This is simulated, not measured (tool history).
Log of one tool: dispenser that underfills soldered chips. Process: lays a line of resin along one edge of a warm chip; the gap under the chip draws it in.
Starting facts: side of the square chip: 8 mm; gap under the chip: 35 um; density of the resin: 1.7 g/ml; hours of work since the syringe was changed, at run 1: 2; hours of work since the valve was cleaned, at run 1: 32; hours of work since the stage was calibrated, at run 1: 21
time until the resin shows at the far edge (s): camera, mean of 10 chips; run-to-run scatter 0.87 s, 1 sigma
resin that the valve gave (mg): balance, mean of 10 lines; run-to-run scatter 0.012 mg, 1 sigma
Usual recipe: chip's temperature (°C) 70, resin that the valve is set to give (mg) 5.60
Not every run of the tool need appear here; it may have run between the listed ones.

run     day  chip's temperature (°C)  resin that the valve is set to give (mg)  hours of work since the syringe was changed  hours of work since the valve was cleaned  hours of work since the stage was calibrated  time until the resin shows at the far edge (s)  resin that the valve gave (mg)
  1   0.000                       70                                      5.60                                            2                                         32                                            21                                            89.2                            5.41
      0.292  -- new syringe of resin
  2   0.367                       62                                      5.60                                            1                                         38                                            27                                           122.0                            5.41
      0.733  -- new syringe of resin
  3   0.738                       62                                      5.60                                            0                                         43                                            33                                           116.5                            5.37
      0.838  -- dispensing valve cleaned and set on the balance
  4   1.104                       62                                      5.60                                            5                                          4                                            38                                           134.2                            5.58
      1.246  -- new syringe of resin
  5   1.462                       62                                      5.60                                            3                                         10                                            43                                           127.5                            5.53
      1.696  -- new syringe of resin
  6   1.854                       70                                      5.75                                            3                                         16                                            49                                            86.6                            5.65
      2.142  -- new syringe of resin
  7   2.258                       70                                      5.75                                            2                                         22                                            55                                            82.1                            5.62
      2.583  -- new syringe of resin
  8   2.600                       60                                      5.60                                            0                                         27                                            61                                           128.7                            5.45
  9   2.871                       70                                      6.04                                            5                                         31                                            65                                            89.7                            5.85
      3.029  -- new syringe of resin
 10   3.283                       70                                      6.04                                            4                                         38                                            71                                            89.3                            5.82
      3.479  -- new syringe of resin
 11   3.667                       70                                      5.60                                            3                                         43                                            77                                            87.1                            5.37
      3.742  -- dispensing valve cleaned and set on the balance
      3.979  -- new syringe of resin
 12   4.075                       70                                      5.60                                            2                                          5                                            83                                            83.6                            5.59
 13   4.358                       57                                      5.60                                            6                                         10                                            87                                           172.8                            5.56
      4.438  -- new syringe of resin
 14   4.617                       57                                      5.60                                            3                                         13                                            91                                           157.8                            5.55
      4.875  -- new syringe of resin
 15   4.875                       70                                      6.66                                            0                                         17                                            95                                            78.5                            6.55
 16   5.117                       63                                      5.60                                            4                                         21                                            99                                           122.4                            5.50
      5.312  -- new syringe of resin
 17   5.475                       63                                      5.60                                            3                                         27                                           104                                           117.1                            5.46
 18   5.667                       80                                      6.69                                            6                                         30                                           107                                            58.9                            6.51
      5.767  -- new syringe of resin
 19   6.054                       59                                      5.34                                            5                                         36                                           113                                           152.7                            5.18
      6.221  -- new syringe of resin
 20   6.250                       70                                      6.43                                            0                                         38                                           116                                            78.3                            6.20
 21   6.425                       64                                      6.00                                            3                                         41                                           119                                           113.7                            5.76
      6.658  -- dispensing valve cleaned and set on the balance
      6.721  -- new syringe of resin
 22   6.721                       57                                      5.95                                            0                                          1                                           123                                           142.7                            5.95
 23   6.921                       72                                      6.92                                            3                                          4                                           126                                            77.1                            6.89
 24   7.092                       76                                      4.82                                            6                                          7                                           128                                            73.7                            4.79
      7.175  -- new syringe of resin
 25   7.471                       60                                      6.93                                            5                                         12                                           134                                           139.0                            6.85
      7.617  -- new syringe of resin
 26   7.683                       60                                      6.93                                            1                                         16                                           137                                           122.5                            6.85
 27   7.888                       71                                      6.26                                            4                                         19                                           141                                            83.1                            6.15
      8.083  -- new syringe of resin
 28   8.258                       71                                      6.26                                            3                                         25                                           146                                            79.2                            6.11
      8.529  -- new syringe of resin
 29   8.629                       70                                      5.56                                            2                                         30                                           152                                            82.4                            5.40
 30   8.858                       71                                      5.42                                            5                                         34                                           156                                            88.8                            5.24
      8.983  -- new syringe of resin
 31   9.058                       82                                      4.87                                            1                                         37                                           158                                            50.7                            4.69
 32   9.229                       82                                      4.87                                            4                                         39                                           161                                            55.3                            4.71
      9.429  -- new syringe of resin
      9.571  -- dispensing valve cleaned and set on the balance
 33   9.667                       58                                      6.49                                            3                                          2                                           167                                           144.6                            6.51
      9.917  -- new syringe of resin
 34  10.000                       72                                      6.56                                            1                                          7                                           172                                            70.5                            6.54

Predict each of these 5 candidate next runs independently; none follows another, all start after run 34:
  A  10.192                       69                                      5.85                                            4                                         10                                           175                                               ?                               ?
  B  10.192                       71                                      5.60                                            4                                         10                                           175                                               ?                               ?
  C  10.192                       58                                      4.84                                            4                                         10                                           175                                               ?                               ?
  D  10.192                       57                                      6.87                                            4                                         10                                           175                                               ?                               ?
  E  10.192                       60                                      5.02                                            4                                         10                                           175                                               ?                               ?

run  time until the resin shows at the far edge (s)  resin that the valve gave (mg)
  A                                            90.1                            5.80
  B                                            84.2                            5.56
  C                                           156.9                            4.80
  D                                           154.5                            6.84
  E                                           140.3                            4.98
With the hidden condition removed and each run's random variation left untouched, the same runs would have given:
run  time until the resin shows at the far edge (s)  resin that the valve gave (mg)
  A                                            84.9                            5.84
  B                                            79.3                            5.60
  C                                           148.3                            4.84
  D                                           146.4                            6.89
  E                                           132.6                            5.01
